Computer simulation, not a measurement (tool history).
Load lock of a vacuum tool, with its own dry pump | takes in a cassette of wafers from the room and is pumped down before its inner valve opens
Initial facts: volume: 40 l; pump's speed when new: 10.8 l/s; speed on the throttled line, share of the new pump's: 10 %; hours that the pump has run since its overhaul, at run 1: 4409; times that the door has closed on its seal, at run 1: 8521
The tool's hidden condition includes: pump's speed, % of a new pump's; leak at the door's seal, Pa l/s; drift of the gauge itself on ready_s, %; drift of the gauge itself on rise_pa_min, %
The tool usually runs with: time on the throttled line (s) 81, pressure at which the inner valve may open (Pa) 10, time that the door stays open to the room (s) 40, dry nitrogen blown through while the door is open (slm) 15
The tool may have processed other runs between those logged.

run    hour  time on the throttled line (s)  pressure at which the inner valve may open (Pa)  time that the door stays open to the room (s)  dry nitrogen blown through while the door is open (slm)  hours that the pump has run since its overhaul  times that the door has closed on its seal  incoming humidity of the room's air, %  time from the closed door until the inner valve may open (s)  rise of the pressure with all valves shut (Pa/min)
  1       0                              81                                               10                                             40                                                       15                                            4409                                        8521                                    42.2                                                         110.2                                               0.124
  2   253.7                              81                                               10                                             40                                                       15                                            4663                                        9551                                    45.5                                                         109.9                                               0.136
  3   462.7                              81                                               10                                             40                                                       15                                            4872                                       10400                                    46.1                                                         109.5                                               0.152
  4   625.7                              47                                               10                                             40                                                       15                                            5035                                       11061                                    44.3                                                          79.7                                               0.163
  5   827.3                              47                                               10                                             40                                                       15                                            5236                                       11880                                    47.1                                                          80.3                                               0.171
  6   990.3                              47                                               10                                             40                                                       15                                            5399                                       12541                                    42.7                                                          80.4                                               0.187
  7  1141.1                              47                                               10                                            136                                                       15                                            5550                                       13153                                    44.5                                                          80.5                                               0.222
  8  1302.6                              47                                               10                                            136                                                       15                                            5712                                       13809                                    46.4                                                          78.6                                               0.231
  9    1512                              47                                               10                                            136                                                       15                                            5921                                       14659                                    45.9                                                          79.9                                               0.249
 10  1716.9                              47                                               10                                            136                                                       15                                            6126                                       15491                                    44.1                                                            80                                                0.26
 11  1867.4                              47                                               10                                            136                                                       21                                            6276                                       16101                                    44.8                                                          80.5                                               0.268
 12  2056.7                              81                                               15                                             40                                                       15                                            6466                                       16870                                    45.2                                                         109.4                                               0.264
 13  2341.9                              81                                               15                                             40                                                       15                                            6751                                       18027                                    42.2                                                           108                                               0.292
 14  2589.1                              81                                               10                                             40                                                       15                                            6998                                       19031                                      43                                                         111.3                                               0.311
 15  2869.5                              81                                               12                                             40                                                       15                                            7278                                       20169                                    42.2                                                         110.6                                               0.334
 16  3045.3                              81                                               10                                             40                                                       15                                            7454                                       20883                                    41.5                                                         111.9                                               0.363
 17  3264.2                              81                                               10                                             40                                                       15                                            7673                                       21771                                    43.7                                                         111.1                                               0.398
 18  3411.1                              81                                               10                                             40                                                       15                                            7820                                       22368                                    46.6                                                           111                                               0.406
 19  3599.7                             117                                               15                                            120                                                       31                                            8009                                       23133                                    45.4                                                         141.1                                               0.427
 20  3864.3                              81                                               10                                             40                                                        9                                            8273                                       24208                                    42.1                                                         112.2                                               0.453
 21  4155.2                              81                                               10                                             40                                                        9                                            8564                                       25388                                    44.4                                                         110.8                                                 0.5
     4318.6  -- door's seal changed, seat wiped
 22  4338.9                              41                                               10                                             43                                                        9                                            8746                                          82                                    43.9                                                          75.8                                               0.028
 23  4473.1                              41                                               10                                             43                                                       41                                            8880                                         626                                    44.3                                                          76.6                                               0.018
 24  4639.1                             137                                               10                                             86                                                       41                                            9046                                        1300                                    43.7                                                         162.9                                               0.022
 25    4854                             137                                               10                                             86                                                       41                                            9261                                        2173                                    46.7                                                         162.5                                               0.037
 26  5030.8                             137                                               10                                            177                                                       44                                            9438                                        2890                                    44.5                                                         163.8                                               0.044
 27  5170.2                             131                                               10                                             47                                                        9                                            9578                                        3456                                    44.3                                                           157                                               0.057
 28  5326.1                              81                                               10                                             40                                                       13                                            9733                                        4089                                    44.1                                                         112.3                                               0.056
 29  5546.5                              81                                               13                                             40                                                       15                                            9954                                        4984                                    43.9                                                         112.6                                               0.066
 30  5835.3                              81                                               12                                             47                                                       15                                           10243                                        6156                                    43.5                                                         111.7                                               0.078
 31  6111.6                              81                                               12                                             47                                                       15                                           10519                                        7278                                    45.2                                                         113.1                                                0.09
 32  6389.5                              81                                               10                                             31                                                       26                                           10797                                        8406                                    44.4                                                         112.4                                               0.103
 33  6677.8                              81                                               12                                             40                                                        6                                           11085                                        9576                                    43.4                                                         113.2                                               0.135
 34  6957.8                              58                                               10                                            144                                                       33                                           11365                                       10712                                      44                                                          93.4                                               0.147
 35  7235.7                              58                                               10                                            144                                                       33                                           11643                                       11841                                    43.9                                                          93.8                                               0.164

What would each run have given without the hidden state, its run-to-run variation left as it was?
run  time from the closed door until the inner valve may open (s)  rise of the pressure with all valves shut (Pa/min)
  1                                                         108.3                                               0.025
  2                                                         107.8                                               0.022
  3                                                         107.4                                               0.025
  4                                                          77.2                                               0.027
  5                                                          77.6                                               0.022
  6                                                          77.6                                               0.025
  7                                                          77.6                                               0.051
  8                                                          75.7                                               0.049
  9                                                          76.8                                               0.047
 10                                                          76.9                                               0.044
 11                                                          77.2                                               0.041
 12                                                         106.6                                               0.022
 13                                                         105.1                                               0.024
 14                                                         108.2                                                0.02
 15                                                         107.3                                                0.02
 16                                                         108.4                                               0.024
 17                                                         107.5                                               0.029
 18                                                         107.3                                               0.029
 19                                                         138.1                                               0.029
 20                                                         108.2                                               0.027
 21                                                         106.8                                               0.031
 22                                                          71.1                                               0.028
 23                                                          71.9                                               0.015
 24                                                         159.4                                               0.014
 25                                                           159                                               0.023
 26                                                         160.1                                               0.025
 27                                                         153.2                                               0.033
 28                                                         107.6                                               0.027
 29                                                           108                                               0.028
 30                                                         106.9                                               0.026
 31                                                         108.1                                               0.023
 32                                                         107.1                                               0.023
 33                                                           108                                               0.036
 34                                                          87.3                                               0.031
 35                                                          87.6                                               0.028
